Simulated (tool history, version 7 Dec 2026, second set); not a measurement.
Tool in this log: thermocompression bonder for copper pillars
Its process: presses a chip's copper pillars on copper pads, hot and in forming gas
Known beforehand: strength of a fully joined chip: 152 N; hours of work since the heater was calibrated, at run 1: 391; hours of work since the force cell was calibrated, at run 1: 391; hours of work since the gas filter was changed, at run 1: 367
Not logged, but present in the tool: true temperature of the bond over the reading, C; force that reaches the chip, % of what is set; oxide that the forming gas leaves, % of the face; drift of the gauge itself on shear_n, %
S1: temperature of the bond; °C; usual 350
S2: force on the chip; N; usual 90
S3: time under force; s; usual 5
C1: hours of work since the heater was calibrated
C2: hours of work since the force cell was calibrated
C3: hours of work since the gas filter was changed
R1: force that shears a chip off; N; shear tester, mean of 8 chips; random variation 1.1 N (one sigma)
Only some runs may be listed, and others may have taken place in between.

{"run": 1, "hour": 0.0, "S1": 350, "S2": 90, "S3": 5, "C1": 391, "C2": 391, "C3": 367, "R1": 88.7}
{"run": 2, "hour": 12.9, "S1": 350, "S2": 90, "S3": 5, "C1": 400, "C2": 400, "C3": 376, "R1": 88.2}
{"run": 3, "hour": 30.7, "S1": 350, "S2": 90, "S3": 5, "C1": 413, "C2": 413, "C3": 389, "R1": 87.6}
{"run": 4, "hour": 46.6, "S1": 350, "S2": 57, "S3": 5, "C1": 425, "C2": 425, "C3": 400, "R1": 64}
{"run": 5, "hour": 63.5, "S1": 322, "S2": 90, "S3": 5, "C1": 437, "C2": 437, "C3": 413, "R1": 63.7}
{"run": 6, "hour": 81.9, "S1": 350, "S2": 86, "S3": 5, "C1": 450, "C2": 450, "C3": 426, "R1": 84.6}
{"run": 7, "hour": 92.9, "S1": 350, "S2": 86, "S3": 5, "C1": 458, "C2": 458, "C3": 434, "R1": 86.2}
{"hour": 101.9, "done": "forming gas filter changed"}
{"run": 8, "hour": 102.0, "S1": 350, "S2": 86, "S3": 5, "C1": 464, "C2": 464, "C3": 0, "R1": 87.4}
{"run": 9, "hour": 113.9, "S1": 350, "S2": 86, "S3": 5, "C1": 473, "C2": 473, "C3": 9, "R1": 86.6}
{"run": 10, "hour": 124.9, "S1": 350, "S2": 86, "S3": 5, "C1": 481, "C2": 481, "C3": 17, "R1": 88.2}
{"run": 11, "hour": 135.7, "S1": 350, "S2": 86, "S3": 5, "C1": 488, "C2": 488, "C3": 24, "R1": 88}
{"run": 12, "hour": 154.0, "S1": 350, "S2": 111, "S3": 5, "C1": 502, "C2": 502, "C3": 38, "R1": 100.9}
{"run": 13, "hour": 171.5, "S1": 350, "S2": 59, "S3": 5, "C1": 514, "C2": 514, "C3": 50, "R1": 65.5}
{"run": 14, "hour": 183.8, "S1": 350, "S2": 59, "S3": 5, "C1": 523, "C2": 523, "C3": 59, "R1": 66.1}
{"run": 15, "hour": 195.7, "S1": 350, "S2": 90, "S3": 5, "C1": 532, "C2": 532, "C3": 68, "R1": 88.2}
{"run": 16, "hour": 203.8, "S1": 350, "S2": 90, "S3": 3, "C1": 538, "C2": 538, "C3": 73, "R1": 73.8}
{"run": 17, "hour": 218.5, "S1": 350, "S2": 90, "S3": 3, "C1": 548, "C2": 548, "C3": 84, "R1": 76}
{"run": 18, "hour": 233.2, "S1": 350, "S2": 90, "S3": 3, "C1": 559, "C2": 559, "C3": 95, "R1": 74.8}
{"run": 19, "hour": 247.1, "S1": 350, "S2": 73, "S3": 5, "C1": 569, "C2": 569, "C3": 105, "R1": 76.9}
{"run": 20, "hour": 260.7, "S1": 350, "S2": 120, "S3": 5, "C1": 579, "C2": 579, "C3": 114, "R1": 104.6}
{"run": 21, "hour": 273.4, "S1": 346, "S2": 65, "S3": 7, "C1": 588, "C2": 588, "C3": 124, "R1": 74.5}
{"run": 22, "hour": 291.1, "S1": 346, "S2": 65, "S3": 7, "C1": 600, "C2": 600, "C3": 136, "R1": 77}
{"run": 23, "hour": 300.0, "S1": 371, "S2": 121, "S3": 3, "C1": 607, "C2": 607, "C3": 143, "R1": 107.2}
{"run": 24, "hour": 313.5, "S1": 361, "S2": 55, "S3": 5, "C1": 617, "C2": 617, "C3": 152, "R1": 71.9}
{"run": 25, "hour": 327.8, "S1": 361, "S2": 55, "S3": 5, "C1": 627, "C2": 627, "C3": 163, "R1": 70.8}
{"run": 26, "hour": 346.0, "S1": 361, "S2": 55, "S3": 5, "C1": 640, "C2": 640, "C3": 176, "R1": 69.9}
{"run": 27, "hour": 360.8, "S1": 361, "S2": 59, "S3": 14, "C1": 651, "C2": 651, "C3": 187, "R1": 103.2}
{"run": 28, "hour": 375.8, "S1": 350, "S2": 88, "S3": 3, "C1": 662, "C2": 662, "C3": 197, "R1": 70.4}
{"run": 29, "hour": 388.0, "S1": 339, "S2": 126, "S3": 5, "C1": 670, "C2": 670, "C3": 206, "R1": 95.6}
{"run": 30, "hour": 404.4, "S1": 367, "S2": 57, "S3": 5, "C1": 682, "C2": 682, "C3": 218, "R1": 77.3}
{"run": 31, "hour": 418.0, "S1": 375, "S2": 90, "S3": 3, "C1": 692, "C2": 692, "C3": 228, "R1": 95.4}
{"run": 32, "hour": 427.2, "S1": 352, "S2": 89, "S3": 5, "C1": 699, "C2": 699, "C3": 234, "R1": 89.9}
{"run": 33, "hour": 435.1, "S1": 352, "S2": 89, "S3": 5, "C1": 704, "C2": 704, "C3": 240, "R1": 88.2}
{"run": 34, "hour": 449.0, "S1": 380, "S2": 125, "S3": 4, "C1": 714, "C2": 714, "C3": 250, "R1": 123.6}
{"run": 35, "hour": 459.5, "S1": 366, "S2": 104, "S3": 3, "C1": 722, "C2": 722, "C3": 258, "R1": 93.5}
{"run": 36, "hour": 468.5, "S1": 350, "S2": 117, "S3": 5, "C1": 728, "C2": 728, "C3": 264, "R1": 100.6}
{"run": 37, "hour": 483.7, "S1": 370, "S2": 61, "S3": 10, "C1": 739, "C2": 739, "C3": 275, "R1": 103.9}
{"run": 38, "hour": 497.7, "S1": 370, "S2": 61, "S3": 10, "C1": 749, "C2": 749, "C3": 285, "R1": 99.7}
{"run": 39, "hour": 515.6, "S1": 370, "S2": 61, "S3": 10, "C1": 762, "C2": 762, "C3": 298, "R1": 103.8}

Forecast each of these 5 alternatives for the next run:
{"run": "A", "hour": 532.2, "S1": 328, "S2": 90, "S3": 5, "C1": 774, "C2": 774, "C3": 310, "R1": "?"}
{"run": "B", "hour": 532.2, "S1": 379, "S2": 56, "S3": 8, "C1": 774, "C2": 774, "C3": 310, "R1": "?"}
{"run": "C", "hour": 532.2, "S1": 370, "S2": 61, "S3": 3, "C1": 774, "C2": 774, "C3": 310, "R1": "?"}
{"run": "D", "hour": 532.2, "S1": 324, "S2": 57, "S3": 5, "C1": 774, "C2": 774, "C3": 310, "R1": "?"}
{"run": "E", "hour": 532.2, "S1": 373, "S2": 90, "S3": 10, "C1": 774, "C2": 774, "C3": 310, "R1": "?"}

run=A R1=66.3
run=B R1=97.9
run=C R1=69.5
run=D R1=44.1
run=E R1=122.6
Take away the tool's hidden state, keep each run's random variation, and the runs would have read:
run=A R1=72
run=B R1=104.4
run=C R1=75.1
run=D R1=48.4
run=E R1=128.6

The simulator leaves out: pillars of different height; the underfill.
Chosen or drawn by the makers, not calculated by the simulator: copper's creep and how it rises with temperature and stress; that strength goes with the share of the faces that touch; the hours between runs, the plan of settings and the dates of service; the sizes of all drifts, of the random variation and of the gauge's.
